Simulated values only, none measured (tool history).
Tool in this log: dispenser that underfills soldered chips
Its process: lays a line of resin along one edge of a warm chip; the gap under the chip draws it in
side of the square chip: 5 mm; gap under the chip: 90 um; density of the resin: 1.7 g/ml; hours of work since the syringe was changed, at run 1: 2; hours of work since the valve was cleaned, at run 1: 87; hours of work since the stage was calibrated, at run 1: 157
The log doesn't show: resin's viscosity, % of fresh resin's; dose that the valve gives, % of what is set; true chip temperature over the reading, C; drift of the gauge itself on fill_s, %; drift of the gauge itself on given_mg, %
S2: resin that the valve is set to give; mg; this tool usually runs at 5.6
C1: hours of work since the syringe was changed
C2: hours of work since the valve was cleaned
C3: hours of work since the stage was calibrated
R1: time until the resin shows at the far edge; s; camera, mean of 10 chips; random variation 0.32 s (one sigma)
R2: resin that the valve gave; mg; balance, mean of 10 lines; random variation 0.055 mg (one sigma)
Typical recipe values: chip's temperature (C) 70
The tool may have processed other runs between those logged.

run 1 day=0 | chip's_temperature_(C)=70 S2=5.6 | C1=2 C2=87 C3=157 | R1=13.1 R2=5.23
-- day=0.412 new syringe of resin
run 2 day=0.425 | chip's_temperature_(C)=70 S2=5.28 | C1=0 C2=94 C3=163 | R1=11.2 R2=4.94
run 3 day=0.696 | chip's_temperature_(C)=70 S2=5.28 | C1=5 C2=98 C3=168 | R1=15.8 R2=4.93
-- day=0.975 dispensing valve cleaned and set on the balance
-- day=1.017 new syringe of resin
run 4 day=1.238 | chip's_temperature_(C)=70 S2=5.28 | C1=4 C2=4 C3=176 | R1=14.2 R2=5.27
-- day=1.554 new syringe of resin
run 5 day=1.771 | chip's_temperature_(C)=70 S2=5.6 | C1=4 C2=13 C3=185 | R1=13.5 R2=5.55
-- day=2.125 new syringe of resin
run 6 day=2.2 | chip's_temperature_(C)=70 S2=5.6 | C1=1 C2=20 C3=191 | R1=11.5 R2=5.43
-- day=2.671 new syringe of resin
run 7 day=2.742 | chip's_temperature_(C)=70 S2=5.6 | C1=1 C2=28 C3=200 | R1=11.4 R2=5.48
run 8 day=3.129 | chip's_temperature_(C)=70 S2=5.6 | C1=8 C2=35 C3=207 | R1=18.1 R2=5.44
-- day=3.208 new syringe of resin
run 9 day=3.4 | chip's_temperature_(C)=70 S2=5.6 | C1=3 C2=39 C3=211 | R1=13.3 R2=5.49
-- day=3.758 new syringe of resin
run 10 day=3.958 | chip's_temperature_(C)=70 S2=5.6 | C1=3 C2=48 C3=220 | R1=13.5 R2=5.38
-- day=4.35 new syringe of resin
run 11 day=4.554 | chip's_temperature_(C)=70 S2=5.6 | C1=3 C2=58 C3=229 | R1=13.4 R2=5.38
-- day=4.925 new syringe of resin
run 12 day=5.05 | chip's_temperature_(C)=70 S2=5.6 | C1=2 C2=66 C3=237 | R1=12.4 R2=5.27
-- day=5.467 new syringe of resin
run 13 day=5.654 | chip's_temperature_(C)=70 S2=5.6 | C1=3 C2=75 C3=247 | R1=13.8 R2=5.4
-- day=6.05 new syringe of resin
run 14 day=6.242 | chip's_temperature_(C)=70 S2=5.6 | C1=3 C2=85 C3=257 | R1=13.2 R2=5.25
-- day=6.617 new syringe of resin
run 15 day=6.712 | chip's_temperature_(C)=70 S2=5.6 | C1=2 C2=93 C3=264 | R1=12 R2=5.27
run 16 day=6.983 | chip's_temperature_(C)=79 S2=5.6 | C1=6 C2=97 C3=269 | R1=11.6 R2=5.34
-- day=7.162 new syringe of resin
run 17 day=7.254 | chip's_temperature_(C)=70 S2=5.6 | C1=1 C2=101 C3=273 | R1=11.7 R2=5.23
-- day=7.329 dispensing valve cleaned and set on the balance
-- day=7.746 new syringe of resin
run 18 day=7.854 | chip's_temperature_(C)=70 S2=5.6 | C1=2 C2=8 C3=282 | R1=12 R2=5.53
run 19 day=8.25 | chip's_temperature_(C)=65 S2=6.66 | C1=8 C2=15 C3=289 | R1=22 R2=6.47
-- day=8.321 new syringe of resin
run 20 day=8.812 | chip's_temperature_(C)=77 S2=6.72 | C1=8 C2=24 C3=298 | R1=13.6 R2=6.66
-- day=8.858 new syringe of resin
run 21 day=9.258 | chip's_temperature_(C)=77 S2=6.72 | C1=7 C2=31 C3=305 | R1=12.7 R2=6.54
-- day=9.421 new syringe of resin
run 22 day=9.617 | chip's_temperature_(C)=77 S2=6.72 | C1=3 C2=37 C3=311 | R1=9.5 R2=6.53
-- day=9.971 new syringe of resin
run 23 day=9.971 | chip's_temperature_(C)=75 S2=6.72 | C1=0 C2=43 C3=316 | R1=8.2 R2=6.55
run 24 day=10.329 | chip's_temperature_(C)=75 S2=6.72 | C1=6 C2=48 C3=322 | R1=13.1 R2=6.58
-- day=10.517 new syringe of resin
run 25 day=10.725 | chip's_temperature_(C)=59 S2=7.29 | C1=3 C2=55 C3=328 | R1=19.9 R2=7.1
-- day=11.058 new syringe of resin
run 26 day=11.058 | chip's_temperature_(C)=59 S2=7.29 | C1=0 C2=60 C3=334 | R1=15.7 R2=7.04
run 27 day=11.429 | chip's_temperature_(C)=59 S2=6.52 | C1=6 C2=66 C3=340 | R1=23.7 R2=6.29
-- day=11.625 new syringe of resin
run 28 day=11.958 | chip's_temperature_(C)=61 S2=5.82 | C1=6 C2=75 C3=348 | R1=21.4 R2=5.5
-- day=12.183 new syringe of resin
run 29 day=12.562 | chip's_temperature_(C)=64 S2=5.08 | C1=6 C2=85 C3=358 | R1=21 R2=4.78
-- day=12.75 new syringe of resin
run 30 day=13.071 | chip's_temperature_(C)=64 S2=5.08 | C1=5 C2=93 C3=366 | R1=19.4 R2=4.79
-- day=13.304 new syringe of resin
run 31 day=13.358 | chip's_temperature_(C)=58 S2=4.99 | C1=1 C2=97 C3=371 | R1=18.3 R2=4.62
-- day=13.662 dispensing valve cleaned and set on the balance
run 32 day=13.712 | chip's_temperature_(C)=84 S2=4.9 | C1=6 C2=1 C3=376 | R1=9.2 R2=4.84
-- day=13.929 new syringe of resin
run 33 day=14.267 | chip's_temperature_(C)=66 S2=4.9 | C1=6 C2=10 C3=385 | R1=18.5 R2=4.84
-- day=14.496 new syringe of resin
run 34 day=14.775 | chip's_temperature_(C)=66 S2=4.9 | C1=5 C2=18 C3=393 | R1=16.7 R2=4.77
-- day=15.042 new syringe of resin
run 35 day=15.2 | chip's_temperature_(C)=70 S2=6.68 | C1=3 C2=25 C3=400 | R1=11.8 R2=6.45

Results for each run, recomputed without the tool's hidden state and with each run's random variation untouched:
run=1 R1=11.6 R2=5.57
run=2 R1=11.2 R2=5.29
run=3 R1=11.8 R2=5.29
run=4 R1=11.5 R2=5.29
run=5 R1=11.2 R2=5.6
run=6 R1=11.3 R2=5.5
run=7 R1=11.1 R2=5.59
run=8 R1=11.5 R2=5.58
run=9 R1=11.1 R2=5.64
run=10 R1=11.3 R2=5.56
run=11 R1=11.3 R2=5.6
run=12 R1=11.5 R2=5.51
run=13 R1=11.9 R2=5.68
run=14 R1=11.3 R2=5.56
run=15 R1=11.5 R2=5.61
run=16 R1=8.1 R2=5.69
run=17 R1=11.3 R2=5.6
run=18 R1=11.5 R2=5.55
run=19 R1=13.6 R2=6.51
run=20 R1=8.6 R2=6.74
run=21 R1=8.9 R2=6.66
run=22 R1=8.4 R2=6.66
run=23 R1=8.9 R2=6.72
run=24 R1=9.6 R2=6.77
run=25 R1=17.3 R2=7.34
run=26 R1=17.4 R2=7.3
run=27 R1=17.3 R2=6.54
run=28 R1=16.1 R2=5.75
run=29 R1=15.2 R2=5.04
run=30 R1=14.7 R2=5.08
run=31 R1=19.3 R2=4.91
run=32 R1=6.8 R2=4.84
run=33 R1=13.9 R2=4.87
run=34 R1=13.6 R2=4.83
run=35 R1=11.1 R2=6.55

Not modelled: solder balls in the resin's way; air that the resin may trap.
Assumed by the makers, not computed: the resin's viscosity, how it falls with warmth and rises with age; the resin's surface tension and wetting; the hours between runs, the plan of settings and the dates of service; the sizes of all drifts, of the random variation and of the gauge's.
